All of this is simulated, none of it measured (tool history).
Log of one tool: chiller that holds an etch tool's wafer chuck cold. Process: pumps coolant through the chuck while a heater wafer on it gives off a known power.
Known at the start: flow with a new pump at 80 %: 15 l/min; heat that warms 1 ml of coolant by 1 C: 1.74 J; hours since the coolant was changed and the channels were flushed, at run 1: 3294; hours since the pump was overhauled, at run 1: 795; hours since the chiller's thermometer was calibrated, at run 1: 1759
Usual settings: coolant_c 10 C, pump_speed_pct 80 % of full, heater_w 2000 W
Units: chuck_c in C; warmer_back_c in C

run,day,coolant_c,pump_speed_pct,heater_w,hours since the coolant was changed and the channels were flushed,hours since the pump was overhauled,hours since the chiller's thermometer was calibrated,chuck_c,warmer_back_c
1,0,10,80,2000,3294,795,1759,33.9,4.72
2,1.492,10,80,2000,3330,831,1795,34.1,4.76
3,3.054,10,80,1123,3367,868,1833,23.7,2.65
# day 4.558: coolant changed, channels flushed
4,4.808,10,80,1123,6,904,1869,21.6,2.69
5,5.954,10,80,1123,34,932,1896,21.7,2.66
6,7.588,10,80,2000,73,971,1936,30.7,4.73
7,9.142,10,73,2000,110,1008,1973,32.4,5.18
8,10.1,10,73,2000,133,1031,1996,32.4,5.21
9,12.175,2,73,2000,183,1081,2046,24.4,5.23
10,13.096,10,80,2000,205,1103,2068,30.8,4.76
11,14.729,10,80,2000,244,1142,2107,31,4.73
12,16.829,10,61,2958,294,1193,2157,48.8,9.29
13,18.488,10,61,2958,334,1233,2197,48.9,9.34
14,20.054,10,92,1418,372,1270,2235,23.2,2.96
15,21.892,6,68,2000,416,1314,2279,30.1,5.59
16,22.775,4,86,1825,437,1335,2300,22.1,4.03
17,24.212,3,80,1874,472,1370,2335,23,4.48
18,25.258,13,76,1331,497,1395,2360,27.9,3.38
19,26.754,10,77,2396,533,1431,2396,36.4,5.97
20,27.996,3,77,1804,562,1461,2425,23,4.51
21,29.846,20,74,1804,607,1505,2470,40.6,4.73
22,31.442,0,99,2316,645,1543,2508,20.7,4.5

Forecast each of these 5 alternatives for the next run:
A,32.942,14,72,2000,681,1579,2544,?,?
B,32.942,0,99,1186,681,1579,2544,?,?
C,32.942,9,100,1654,681,1579,2544,?,?
D,32.942,10,80,2013,681,1579,2544,?,?
E,32.942,0,82,2316,681,1579,2544,?,?

run,chuck_c,warmer_back_c
A,37.6,5.35
B,10.8,2.26
C,23.9,3.2
D,31.6,4.84
E,24.4,5.46
Without the tool's hidden state the same runs would have given:
run,chuck_c,warmer_back_c
A,35.7,5.1
B,9.8,2.16
C,22.6,3.06
D,29.7,4.61
E,22.4,5.22
